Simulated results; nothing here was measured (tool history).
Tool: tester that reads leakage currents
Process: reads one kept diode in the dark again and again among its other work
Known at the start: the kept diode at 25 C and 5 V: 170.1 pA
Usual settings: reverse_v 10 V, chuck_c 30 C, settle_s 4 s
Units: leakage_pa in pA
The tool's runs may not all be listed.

run	hour	reverse_v	chuck_c	settle_s	leakage_pa
1	0	10	30	4	318.47
2	39.6	10	30	4	317.01
3	77	10	33	4	396.3
# hour 116: probe card cleaned and baked
4	123	10	33	0.43	411.76
5	162.3	10	33	1.14	401.94
6	202.3	10	30	4	322.43
7	242.1	15.8	30	4	390.09
8	282.1	15.8	30	4	392.22
9	310.2	15.8	30	4	391.82
10	327.9	15.8	30	4	391.44
# hour 334.4: probe card cleaned and baked, once more
11	360.6	10	30	4	303.78
12	383.9	12.3	30	4	327.46
13	426.2	12.3	30	4	326.75
14	445.5	10	30	4	303.8
15	470	12.2	30	4	328.48
16	496.8	12.2	30	4	326.74
17	523.4	4.5	32	0.49	264.83
18	553.9	19.9	37	0.41	677.61
19	590.3	2.6	24	0.41	116.21
20	622.6	7.8	23	4	160.78
21	652.3	14.2	33	5.62	432.79
22	680.3	14.2	33	5.62	432.06
23	709.6	10	45	6.52	895.13
24	737.5	1.7	24	6.52	97.36

Run 25 comes next. What will it give?
25	766.4	1.7	24	6.52	?

leakage_pa: 97.56 pA
Without the tool's hidden state the same run would have given leakage_pa 105.55 pA.
